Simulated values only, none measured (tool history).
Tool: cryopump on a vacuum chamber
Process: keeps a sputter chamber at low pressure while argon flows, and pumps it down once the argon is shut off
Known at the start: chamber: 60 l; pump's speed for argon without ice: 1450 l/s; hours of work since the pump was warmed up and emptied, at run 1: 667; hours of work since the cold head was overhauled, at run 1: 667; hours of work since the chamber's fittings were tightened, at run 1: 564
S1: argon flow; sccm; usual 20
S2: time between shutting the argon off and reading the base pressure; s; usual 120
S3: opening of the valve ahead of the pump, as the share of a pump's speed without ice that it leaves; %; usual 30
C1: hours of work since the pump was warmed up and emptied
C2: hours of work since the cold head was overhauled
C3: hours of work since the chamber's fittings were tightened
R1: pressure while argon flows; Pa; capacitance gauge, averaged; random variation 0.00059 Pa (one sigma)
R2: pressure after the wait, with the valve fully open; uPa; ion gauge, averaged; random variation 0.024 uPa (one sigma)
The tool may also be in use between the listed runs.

run 1 hour=0 | S1=20 S2=120 S3=30 | C1=667 C2=667 C3=564 | R1=0.0863 R2=2.46
run 2 hour=19.5 | S1=20 S2=120 S3=30 | C1=684 C2=684 C3=581 | R1=0.0868 R2=2.49
run 3 hour=28.9 | S1=20 S2=120 S3=30 | C1=693 C2=693 C3=590 | R1=0.0876 R2=2.56
run 4 hour=46.4 | S1=20 S2=120 S3=30 | C1=708 C2=708 C3=605 | R1=0.0866 R2=2.56
run 5 hour=57 | S1=20 S2=120 S3=30 | C1=718 C2=718 C3=615 | R1=0.0877 R2=2.66
run 6 hour=73.9 | S1=20 S2=120 S3=30 | C1=733 C2=733 C3=630 | R1=0.0882 R2=2.65
run 7 hour=83.1 | S1=20 S2=120 S3=30 | C1=741 C2=741 C3=638 | R1=0.0887 R2=2.65
run 8 hour=102.1 | S1=15 S2=27 S3=30 | C1=758 C2=758 C3=655 | R1=0.0672 R2=5.13
run 9 hour=110.8 | S1=23 S2=120 S3=33 | C1=765 C2=765 C3=662 | R1=0.0936 R2=2.82
run 10 hour=119.7 | S1=16 S2=205 S3=26 | C1=773 C2=773 C3=670 | R1=0.0806 R2=2.53
run 11 hour=131.3 | S1=13 S2=136 S3=59 | C1=784 C2=784 C3=681 | R1=0.0329 R2=2.87
run 12 hour=140 | S1=18 S2=136 S3=59 | C1=791 C2=791 C3=688 | R1=0.046 R2=2.86
-- hour=153.9 pump warmed up, emptied and cooled again
run 13 hour=163.6 | S1=18 S2=136 S3=59 | C1=9 C2=808 C3=705 | R1=0.035 R2=2.15
run 14 hour=174.5 | S1=20 S2=25 S3=30 | C1=18 C2=818 C3=715 | R1=0.0784 R2=4.91

Forecast each of these 4 alternatives for the next run:
run A hour=185.4 | S1=20 S2=25 S3=52 | C1=28 C2=827 C3=724 | R1=? R2=?
run B hour=185.4 | S1=15 S2=34 S3=32 | C1=28 C2=827 C3=724 | R1=? R2=?
run C hour=185.4 | S1=20 S2=120 S3=27 | C1=28 C2=827 C3=724 | R1=? R2=?
run D hour=185.4 | S1=20 S2=34 S3=30 | C1=28 C2=827 C3=724 | R1=? R2=?

run=A R1=0.0459 R2=4.97
run=B R1=0.0558 R2=4.14
run=C R1=0.0873 R2=2.27
run=D R1=0.0783 R2=4.05
Without the tool's hidden state the same runs would have given:
run=A R1=0.0453 R2=3.57
run=B R1=0.0553 R2=2.71
run=C R1=0.0867 R2=0.9
run=D R1=0.0777 R2=2.68
